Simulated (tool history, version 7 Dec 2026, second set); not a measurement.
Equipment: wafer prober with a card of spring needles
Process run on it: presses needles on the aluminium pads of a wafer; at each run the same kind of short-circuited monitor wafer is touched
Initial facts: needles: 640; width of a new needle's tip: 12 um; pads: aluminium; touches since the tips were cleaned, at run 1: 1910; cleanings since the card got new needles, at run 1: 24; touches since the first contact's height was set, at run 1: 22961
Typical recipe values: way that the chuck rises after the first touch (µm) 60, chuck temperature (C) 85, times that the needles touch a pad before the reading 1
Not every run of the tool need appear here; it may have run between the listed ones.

run   hour  way that the chuck rises after the first touch (µm)  chuck temperature (C)  times that the needles touch a pad before the reading  touches since the tips were cleaned  cleanings since the card got new needles  touches since the first contact's height was set  resistance of one needle with its contact and lead (mohm)  way that a needle slides on the pad (µm)
  1    0.0                                                   60                     85                                                      1                                 1910                                        24                                             22961                                                        289                                      9.38
  2    8.4                                                   60                     99                                                      1                                 4269                                        24                                             25320                                                        303                                      9.36
      10.6  -- tips cleaned on abrasive film
  3   17.9                                                   60                    100                                                      1                                 2068                                        25                                             27971                                                        289                                      9.34
      27.9  -- tips cleaned on abrasive film
  4   31.2                                                   60                    100                                                      1                                  934                                        26                                             31667                                                        285                                      9.37
  5   38.1                                                   60                    100                                                      1                                 2864                                        26                                             33597                                                        295                                      9.35
  6   44.1                                                   60                     60                                                      1                                 4572                                        26                                             35305                                                        295                                      9.36
      45.3  -- tips cleaned on abrasive film
  7   54.0                                                   42                     85                                                      1                                 2447                                        27                                             38059                                                        305                                      6.50
      62.3  -- tips cleaned on abrasive film
  8   64.9                                                   60                     85                                                      3                                  726                                        28                                             41075                                                        276                                      9.31
  9   72.5                                                   60                    102                                                      1                                 2873                                        28                                             43222                                                        294                                      9.33
      79.5  -- tips cleaned on abrasive film
 10   83.1                                                   51                    102                                                      1                                 1009                                        29                                             46152                                                        292                                      7.87
 11   94.4                                                   51                    102                                                      1                                 4198                                        29                                             49341                                                        310                                      7.87
      96.7  -- tips cleaned on abrasive film
 12  102.1                                                   51                    102                                                      2                                 1528                                        30                                             51477                                                        285                                      7.86
 13  110.0                                                   51                    102                                                      2                                 3736                                        30                                             53685                                                        301                                      7.86
     114.1  -- tips cleaned on abrasive film
 14  121.8                                                   51                    102                                                      2                                 2171                                        31                                             56978                                                        292                                      7.86
     130.9  -- tips cleaned on abrasive film
 15  131.9                                                   60                     85                                                      1                                  269                                        32                                             59780                                                        274                                      9.26
 16  142.4                                                   60                     85                                                      1                                 3224                                        32                                             62735                                                        295                                      9.25
     147.7  -- tips cleaned on abrasive film
 17  153.6                                                   60                     85                                                      2                                 1648                                        33                                             65846                                                        278                                      9.25
     165.2  -- tips cleaned on abrasive film
 18  165.4                                                   73                     68                                                      2                                   55                                        34                                             69143                                                        268                                     11.25
     166.3  -- height of the first contact set anew
 19  177.9                                                   73                     68                                                      2                                 3471                                        34                                              3254                                                        280                                     11.19
     182.8  -- tips cleaned on abrasive film
 20  186.4                                                   73                     68                                                      2                                 1004                                        35                                              5626                                                        265                                     11.20
 21  194.6                                                   73                     68                                                      2                                 3299                                        35                                              7921                                                        273                                     11.23
     200.6  -- tips cleaned on abrasive film
 22  205.6                                                   73                     68                                                      2                                 1412                                        36                                             10986                                                        267                                     11.19
 23  212.3                                                   61                     64                                                      2                                 3309                                        36                                             12883                                                        281                                      9.31
     217.4  -- tips cleaned on abrasive film
 24  219.5                                                   60                     93                                                      2                                  577                                        37                                             14857                                                        276                                      9.16
     223.5  -- height of the first contact set anew, once more
 25  225.6                                                   60                    116                                                      1                                 2215                                        37                                               600                                                        295                                      9.46
 26  231.3                                                   60                    116                                                      1                                 3817                                        37                                              2202                                                        303                                      9.41
     234.9  -- tips cleaned on abrasive film
 27  240.6                                                   64                     69                                                      1                                 1581                                        38                                              4773                                                        282                                     10.07
 28  248.9                                                   64                     41                                                      2                                 3916                                        38                                              7108                                                        274                                     10.02

Run 29 has not been measured yet. What should we expect?
     252.5  -- tips cleaned on abrasive film
 29  259.8                                                   64                     41                                                      2                                 2050                                        39                                             10139                                                          ?                                         ?

Run 29 came out at resistance of one needle with its contact and lead (mohm) 266, way that a needle slides on the pad (µm) 10.03.
On a tool with no hidden condition, and with the same random variation, this run would have come out at resistance of one needle with its contact and lead (mohm) 257, way that a needle slides on the pad (µm) 10.06.
